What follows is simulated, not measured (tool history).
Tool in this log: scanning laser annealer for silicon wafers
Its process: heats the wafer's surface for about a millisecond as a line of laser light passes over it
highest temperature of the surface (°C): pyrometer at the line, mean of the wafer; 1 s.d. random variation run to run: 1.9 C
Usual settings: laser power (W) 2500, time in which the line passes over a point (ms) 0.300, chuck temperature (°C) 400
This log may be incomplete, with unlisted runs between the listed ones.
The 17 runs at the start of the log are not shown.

run	day	laser power (W)	time in which the line passes over a point (ms)	chuck temperature (°C)	highest temperature of the surface (°C)
18	6.796	2670	0.300	400	1107
19	7.304	2670	0.300	400	1104
20	7.717	2670	0.300	400	1104
21	7.975	2353	0.300	400	1021
22	8.212	2500	0.332	400	1100
23	8.467	2500	0.332	400	1100
# day 8.917: optics aligned, line set to its width
24	9.075	2500	0.300	376	1040
25	9.629	2414	0.300	376	1015
26	10.196	2196	0.218	369	858
27	10.562	2546	0.300	430	1101
28	11.058	2402	0.300	403	1039
# day 11.600: window over the wafer cleaned
29	11.692	2402	0.300	403	1078
30	12.196	2500	0.268	400	1055
31	12.433	2241	0.260	387	966
32	12.933	2431	0.307	398	1087
33	13.450	2551	0.307	398	1121
34	13.792	2685	0.319	391	1169
35	14.346	2487	0.376	391	1179
36	14.592	2487	0.376	391	1182
37	15.146	2500	0.308	406	1115
38	15.471	2234	0.300	400	1026
39	15.821	2530	0.334	417	1166
40	16.171	2634	0.315	418	1170
41	16.567	2513	0.311	361	1078

3 options for the next run, each taken on its own from the tool as it stands now. Forecast them:
A	17.042	2463	0.346	361	?
B	17.042	2506	0.311	431	?
C	17.042	2389	0.235	361	?

run	highest temperature of the surface (°C)
A	1105
B	1142
C	942
Stripped of hidden state, with their random variation kept, the same runs would have yielded:
run	highest temperature of the surface (°C)
A	1111
B	1148
C	947

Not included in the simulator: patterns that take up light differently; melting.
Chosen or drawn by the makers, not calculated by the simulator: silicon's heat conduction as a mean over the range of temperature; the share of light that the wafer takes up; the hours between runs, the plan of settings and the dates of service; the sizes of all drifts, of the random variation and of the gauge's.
